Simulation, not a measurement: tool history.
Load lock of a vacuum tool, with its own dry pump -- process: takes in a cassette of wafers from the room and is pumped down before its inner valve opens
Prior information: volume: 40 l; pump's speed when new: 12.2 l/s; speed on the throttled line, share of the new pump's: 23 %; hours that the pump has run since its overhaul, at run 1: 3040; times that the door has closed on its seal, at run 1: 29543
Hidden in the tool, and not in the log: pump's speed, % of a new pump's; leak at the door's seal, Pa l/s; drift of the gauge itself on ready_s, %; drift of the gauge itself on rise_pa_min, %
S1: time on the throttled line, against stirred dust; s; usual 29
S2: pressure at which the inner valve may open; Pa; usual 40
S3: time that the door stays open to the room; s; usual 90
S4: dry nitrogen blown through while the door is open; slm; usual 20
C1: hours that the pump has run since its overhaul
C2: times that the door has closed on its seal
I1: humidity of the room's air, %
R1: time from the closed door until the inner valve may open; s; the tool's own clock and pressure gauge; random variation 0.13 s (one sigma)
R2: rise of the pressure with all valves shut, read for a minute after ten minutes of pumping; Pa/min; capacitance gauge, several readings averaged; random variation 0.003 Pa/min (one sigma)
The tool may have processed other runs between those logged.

run	hour	S1	S2	S3	S4	C1	C2	I1	R1	R2
1	0.0	29	40	90	20	3040	29543	43.6	48.8	0.218
2	136.0	29	40	90	20	3176	30081	43.4	48.8	0.229
3	284.1	29	40	90	20	3324	30668	45.2	48.7	0.229
4	477.6	57	40	90	20	3517	31435	41.7	70.2	0.242
5	672.8	57	40	90	20	3713	32209	44.9	70.1	0.251
6	876.7	57	40	90	20	3917	33017	46.4	70.6	0.262
7	1003.6	57	40	90	20	4043	33519	47.6	70.4	0.270
8	1183.5	24	40	90	20	4223	34232	45.2	45.0	0.269
9	1437.7	24	40	90	20	4478	35239	44.6	45.0	0.276
10	1671.5	18	40	90	20	4711	36166	42.7	40.5	0.290
11	1817.2	18	40	90	20	4857	36743	47.3	40.5	0.304
12	1949.5	18	40	90	20	4989	37267	45.7	40.5	0.308
13	2177.8	18	40	90	20	5218	38172	44.0	41.0	0.311
14	2350.4	29	40	90	44	5390	38856	48.1	49.2	0.308
15	2453.4	22	40	90	20	5493	39264	46.2	44.0	0.330
# hour 2572.1: door's seal changed, seat wiped
16	2621.9	29	40	90	20	5660	198	45.6	49.0	0.047
17	2872.9	29	40	90	20	5911	1192	47.8	49.4	0.050
18	3054.5	28	40	90	20	6093	1912	45.3	48.7	0.049
19	3213.8	29	43	90	20	6252	2543	42.3	49.2	0.050
20	3373.7	29	43	90	20	6412	3177	48.1	49.2	0.054
21	3511.9	15	67	147	12	6550	3724	45.7	37.0	0.077
22	3756.5	25	67	116	12	6795	4694	48.3	44.4	0.077
23	3981.5	17	78	116	12	7020	5585	45.2	38.0	0.078
24	4177.3	19	43	90	20	7216	6361	43.4	41.7	0.061

For run 25, what comes out?
25	4392.8	19	43	90	20	7431	7215	43.8	?	?

{"run 25": {"R1": 41.8, "R2": 0.058}}
Without the tool's hidden state the same run would have given R1 40.2 s, R2 0.036 Pa/min.

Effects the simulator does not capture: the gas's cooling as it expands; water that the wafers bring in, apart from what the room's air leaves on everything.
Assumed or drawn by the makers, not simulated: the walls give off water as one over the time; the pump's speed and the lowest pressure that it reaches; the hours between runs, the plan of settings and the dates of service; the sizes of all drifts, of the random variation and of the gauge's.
